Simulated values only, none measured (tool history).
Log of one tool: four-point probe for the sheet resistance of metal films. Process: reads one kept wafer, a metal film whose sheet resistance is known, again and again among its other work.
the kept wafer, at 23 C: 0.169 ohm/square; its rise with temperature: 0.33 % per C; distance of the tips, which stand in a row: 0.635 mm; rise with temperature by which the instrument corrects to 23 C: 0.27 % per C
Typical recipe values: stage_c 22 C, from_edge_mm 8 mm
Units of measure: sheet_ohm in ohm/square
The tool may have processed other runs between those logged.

run 1 hour=0.0 | stage_c=22 from_edge_mm=8 | sheet_ohm=0.171548
run 2 hour=43.5 | stage_c=22 from_edge_mm=8 | sheet_ohm=0.171663
run 3 hour=104.0 | stage_c=22 from_edge_mm=8 | sheet_ohm=0.171648
run 4 hour=172.7 | stage_c=22 from_edge_mm=60 | sheet_ohm=0.171140
run 5 hour=235.3 | stage_c=22 from_edge_mm=60 | sheet_ohm=0.171205
run 6 hour=266.8 | stage_c=22 from_edge_mm=8 | sheet_ohm=0.171828
run 7 hour=317.8 | stage_c=20 from_edge_mm=8 | sheet_ohm=0.171681
run 8 hour=362.7 | stage_c=20 from_edge_mm=8 | sheet_ohm=0.171722
run 9 hour=413.3 | stage_c=20 from_edge_mm=13 | sheet_ohm=0.171379
-- hour=446.7 new probe head fitted
run 10 hour=459.7 | stage_c=20 from_edge_mm=13 | sheet_ohm=0.170144
run 11 hour=502.2 | stage_c=20 from_edge_mm=13 | sheet_ohm=0.170130
run 12 hour=566.9 | stage_c=20 from_edge_mm=13 | sheet_ohm=0.170199
run 13 hour=604.4 | stage_c=22 from_edge_mm=8 | sheet_ohm=0.170733
run 14 hour=658.3 | stage_c=22 from_edge_mm=8 | sheet_ohm=0.170874
run 15 hour=728.2 | stage_c=22 from_edge_mm=8 | sheet_ohm=0.170885
run 16 hour=798.4 | stage_c=28 from_edge_mm=17 | sheet_ohm=0.171145
-- hour=804.6 stage's thermometer calibrated
run 17 hour=856.8 | stage_c=25 from_edge_mm=34 | sheet_ohm=0.170801
run 18 hour=922.6 | stage_c=25 from_edge_mm=34 | sheet_ohm=0.170868
run 19 hour=993.9 | stage_c=20 from_edge_mm=6 | sheet_ohm=0.171482
run 20 hour=1044.7 | stage_c=20 from_edge_mm=8 | sheet_ohm=0.171079
run 21 hour=1104.3 | stage_c=25 from_edge_mm=8 | sheet_ohm=0.171630
run 22 hour=1157.6 | stage_c=25 from_edge_mm=8 | sheet_ohm=0.171688
-- hour=1214.1 stage's thermometer calibrated, once more
run 23 hour=1218.9 | stage_c=25 from_edge_mm=8 | sheet_ohm=0.171528
run 24 hour=1255.1 | stage_c=25 from_edge_mm=8 | sheet_ohm=0.171496
run 25 hour=1310.0 | stage_c=22 from_edge_mm=21 | sheet_ohm=0.170829
run 26 hour=1343.2 | stage_c=25 from_edge_mm=8 | sheet_ohm=0.171635
run 27 hour=1410.6 | stage_c=33 from_edge_mm=3 | sheet_ohm=0.175969
run 28 hour=1442.8 | stage_c=34 from_edge_mm=3 | sheet_ohm=0.176088

Selected run-to-run steps in sheet_ohm, each split into two signed amounts: the part the tool would show with no hidden state at all (from settings, incoming material and random variation), and the remainder, which goes to the hidden state together with any gauge scatter not common to the measured and the hidden-state-free results:
Unlogged tool condition in this case: inner tips' distance over the nominal, %; tips' flats over new ones', %; wafer's true temperature over the reading, C; drift of the gauge itself on sheet_ohm, %.
Run 9 -> 10: new probe head fitted. sheet_ohm -0.001235 ohm/square: hidden state -0.001271, all else +0.000036.
Run 22 -> 23: stage's thermometer calibrated, once more. sheet_ohm -0.000160 ohm/square: hidden state -0.000189, all else +0.000029.
Run 26 -> 27: stage_c 25 -> 33, from_edge_mm 8 -> 3. sheet_ohm +0.004334 ohm/square: hidden state +0.000106, all else +0.004228.
